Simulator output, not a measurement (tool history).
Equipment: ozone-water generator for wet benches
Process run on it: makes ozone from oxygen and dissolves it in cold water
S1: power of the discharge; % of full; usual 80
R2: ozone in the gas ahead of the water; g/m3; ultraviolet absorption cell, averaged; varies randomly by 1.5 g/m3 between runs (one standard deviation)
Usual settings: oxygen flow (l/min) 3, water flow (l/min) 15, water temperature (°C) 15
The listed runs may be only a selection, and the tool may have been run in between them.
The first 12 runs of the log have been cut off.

{"run": 13, "hour": 905.0, "S1": 80, "oxygen flow (l/min)": 3, "water flow (l/min)": 22, "water temperature (°C)": 15, "dissolved ozone (ppm)": 19.8, "R2": 263.6}
{"run": 14, "hour": 975.6, "S1": 80, "oxygen flow (l/min)": 3, "water flow (l/min)": 22, "water temperature (°C)": 15, "dissolved ozone (ppm)": 19.7, "R2": 261}
{"run": 15, "hour": 1054.1, "S1": 80, "oxygen flow (l/min)": 3, "water flow (l/min)": 22, "water temperature (°C)": 15, "dissolved ozone (ppm)": 20, "R2": 261.1}
{"run": 16, "hour": 1114.0, "S1": 80, "oxygen flow (l/min)": 3, "water flow (l/min)": 22, "water temperature (°C)": 15, "dissolved ozone (ppm)": 19.7, "R2": 261.1}
{"run": 17, "hour": 1174.1, "S1": 80, "oxygen flow (l/min)": 2.03, "water flow (l/min)": 22, "water temperature (°C)": 16, "dissolved ozone (ppm)": 18.1, "R2": 317.8}
{"run": 18, "hour": 1254.7, "S1": 80, "oxygen flow (l/min)": 2.03, "water flow (l/min)": 22, "water temperature (°C)": 16, "dissolved ozone (ppm)": 17.6, "R2": 318.8}
{"run": 19, "hour": 1360.8, "S1": 80, "oxygen flow (l/min)": 2.63, "water flow (l/min)": 11, "water temperature (°C)": 16, "dissolved ozone (ppm)": 32.2, "R2": 278.4}
{"run": 20, "hour": 1411.7, "S1": 80, "oxygen flow (l/min)": 2.63, "water flow (l/min)": 11, "water temperature (°C)": 16, "dissolved ozone (ppm)": 32.7, "R2": 275.4}
{"run": 21, "hour": 1472.4, "S1": 80, "oxygen flow (l/min)": 4.06, "water flow (l/min)": 11, "water temperature (°C)": 13, "dissolved ozone (ppm)": 34.2, "R2": 221.5}
{"run": 22, "hour": 1570.9, "S1": 80, "oxygen flow (l/min)": 4.06, "water flow (l/min)": 11, "water temperature (°C)": 13, "dissolved ozone (ppm)": 34.1, "R2": 220}
{"run": 23, "hour": 1659.8, "S1": 80, "oxygen flow (l/min)": 4.06, "water flow (l/min)": 11, "water temperature (°C)": 13, "dissolved ozone (ppm)": 34.1, "R2": 219.5}
{"run": 24, "hour": 1710.9, "S1": 64, "oxygen flow (l/min)": 1.63, "water flow (l/min)": 11, "water temperature (°C)": 13, "dissolved ozone (ppm)": 27.7, "R2": 315.8}
{"run": 25, "hour": 1807.0, "S1": 64, "oxygen flow (l/min)": 1.63, "water flow (l/min)": 11, "water temperature (°C)": 13, "dissolved ozone (ppm)": 28, "R2": 315.1}
{"run": 26, "hour": 1912.6, "S1": 68, "oxygen flow (l/min)": 1.85, "water flow (l/min)": 16, "water temperature (°C)": 10, "dissolved ozone (ppm)": 21.8, "R2": 304.2}
{"run": 27, "hour": 1999.8, "S1": 80, "oxygen flow (l/min)": 3, "water flow (l/min)": 19, "water temperature (°C)": 15, "dissolved ozone (ppm)": 21.6, "R2": 255.1}
{"run": 28, "hour": 2046.7, "S1": 76, "oxygen flow (l/min)": 3.24, "water flow (l/min)": 17, "water temperature (°C)": 9, "dissolved ozone (ppm)": 24.6, "R2": 240.5}
{"run": 29, "hour": 2123.6, "S1": 76, "oxygen flow (l/min)": 1.74, "water flow (l/min)": 17, "water temperature (°C)": 9, "dissolved ozone (ppm)": 21.3, "R2": 328.8}
{"run": 30, "hour": 2202.1, "S1": 98, "oxygen flow (l/min)": 3.34, "water flow (l/min)": 11, "water temperature (°C)": 15, "dissolved ozone (ppm)": 35.6, "R2": 266.5}
{"run": 31, "hour": 2292.8, "S1": 80, "oxygen flow (l/min)": 4.08, "water flow (l/min)": 15, "water temperature (°C)": 15, "dissolved ozone (ppm)": 26.7, "R2": 216}
{"run": 32, "hour": 2357.0, "S1": 80, "oxygen flow (l/min)": 1.66, "water flow (l/min)": 15, "water temperature (°C)": 13, "dissolved ozone (ppm)": 23.6, "R2": 349.3}

Forecast each of these 5 alternatives for the next run:
{"run": "A", "hour": 2454.1, "S1": 80, "oxygen flow (l/min)": 1.53, "water flow (l/min)": 19, "water temperature (°C)": 12, "dissolved ozone (ppm)": "?", "R2": "?"}
{"run": "B", "hour": 2454.1, "S1": 80, "oxygen flow (l/min)": 4.45, "water flow (l/min)": 15, "water temperature (°C)": 12, "dissolved ozone (ppm)": "?", "R2": "?"}
{"run": "C", "hour": 2454.1, "S1": 43, "oxygen flow (l/min)": 1.66, "water flow (l/min)": 15, "water temperature (°C)": 13, "dissolved ozone (ppm)": "?", "R2": "?"}
{"run": "D", "hour": 2454.1, "S1": 80, "oxygen flow (l/min)": 3.25, "water flow (l/min)": 15, "water temperature (°C)": 13, "dissolved ozone (ppm)": "?", "R2": "?"}
{"run": "E", "hour": 2454.1, "S1": 54, "oxygen flow (l/min)": 3.82, "water flow (l/min)": 15, "water temperature (°C)": 13, "dissolved ozone (ppm)": "?", "R2": "?"}

run=A dissolved_ozone_(ppm)=18.6 R2=359.3
run=B dissolved_ozone_(ppm)=27.1 R2=206.8
run=C dissolved_ozone_(ppm)=17.1 R2=251.5
run=D dissolved_ozone_(ppm)=26.8 R2=244.1
run=E dissolved_ozone_(ppm)=22 R2=183.5
Take away the tool's hidden state, keep each run's random variation, and the runs would have read:
run=A dissolved_ozone_(ppm)=20.9 R2=391.9
run=B dissolved_ozone_(ppm)=30.5 R2=225.6
run=C dissolved_ozone_(ppm)=18.7 R2=267.2
run=D dissolved_ozone_(ppm)=30.1 R2=266.2
run=E dissolved_ozone_(ppm)=24.4 R2=196.9
